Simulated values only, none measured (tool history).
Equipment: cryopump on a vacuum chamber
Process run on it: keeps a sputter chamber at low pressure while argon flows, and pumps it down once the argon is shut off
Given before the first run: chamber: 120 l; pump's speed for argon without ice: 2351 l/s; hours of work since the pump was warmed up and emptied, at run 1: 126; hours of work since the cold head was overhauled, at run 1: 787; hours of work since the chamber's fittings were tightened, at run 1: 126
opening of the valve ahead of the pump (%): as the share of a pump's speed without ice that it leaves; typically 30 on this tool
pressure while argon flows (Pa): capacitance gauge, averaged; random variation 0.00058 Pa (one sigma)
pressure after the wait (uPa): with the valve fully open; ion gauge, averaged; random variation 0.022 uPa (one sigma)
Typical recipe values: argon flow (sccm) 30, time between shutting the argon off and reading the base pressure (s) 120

| run | hour | argon flow (sccm) | time between shutting the argon off and reading the base pressure (s) | opening of the valve ahead of the pump (%) | hours of work since the pump was warmed up and emptied | hours of work since the cold head was overhauled | hours of work since the chamber's fittings were tightened | pressure while argon flows (Pa) | pressure after the wait (uPa) |
|---|---|---|---|---|---|---|---|---|---|
| 1 | 0 | 30 | 120 | 30 | 126 | 787 | 126 | 0.0758 | 0.55 |
| 2 | 24.4 | 30 | 42 | 30 | 138 | 799 | 138 | 0.0748 | 1.35 |
| 3 | 56.7 | 30 | 42 | 30 | 154 | 815 | 154 | 0.0755 | 1.35 |
| 4 | 86.2 | 56 | 120 | 30 | 169 | 830 | 169 | 0.1431 | 0.59 |
| 5 | 125.3 | 56 | 120 | 30 | 189 | 850 | 189 | 0.1432 | 0.61 |
| 6 | 143.3 | 56 | 120 | 30 | 198 | 859 | 198 | 0.1444 | 0.64 |
| 7 | 173.1 | 30 | 44 | 32 | 213 | 874 | 213 | 0.0745 | 1.32 |
| 8 | 212.9 | 30 | 44 | 32 | 234 | 895 | 234 | 0.0735 | 1.33 |
| 9 | 245.7 | 27 | 156 | 30 | 250 | 911 | 250 | 0.0715 | 0.58 |
| 10 | 278.9 | 27 | 225 | 18 | 267 | 928 | 267 | 0.115 | 0.43 |
| 11 | 302.2 | 27 | 225 | 18 | 279 | 940 | 279 | 0.1158 | 0.42 |
| 12 | 325.2 | 40 | 120 | 17 | 291 | 952 | 291 | 0.1802 | 0.63 |

Branching from run 12: 4 alternative next runs. What would each branch give?
| A | 350.2 | 49 | 44 | 17 | 303 | 964 | 303 | ? | ? |
| B | 350.2 | 36 | 89 | 17 | 303 | 964 | 303 | ? | ? |
| C | 350.2 | 30 | 23 | 40 | 303 | 964 | 303 | ? | ? |
| D | 350.2 | 16 | 25 | 26 | 303 | 964 | 303 | ? | ? |

| run | pressure while argon flows (Pa) | pressure after the wait (uPa) |
|---|---|---|
| A | 0.223 | 1.37 |
| B | 0.1633 | 0.78 |
| C | 0.062 | 2.36 |
| D | 0.0489 | 2.15 |
What these runs would have given with no unlogged condition in the tool:
| run | pressure while argon flows (Pa) | pressure after the wait (uPa) |
|---|---|---|
| A | 0.2084 | 1.25 |
| B | 0.1527 | 0.67 |
| C | 0.0532 | 2.25 |
| D | 0.0441 | 2.04 |
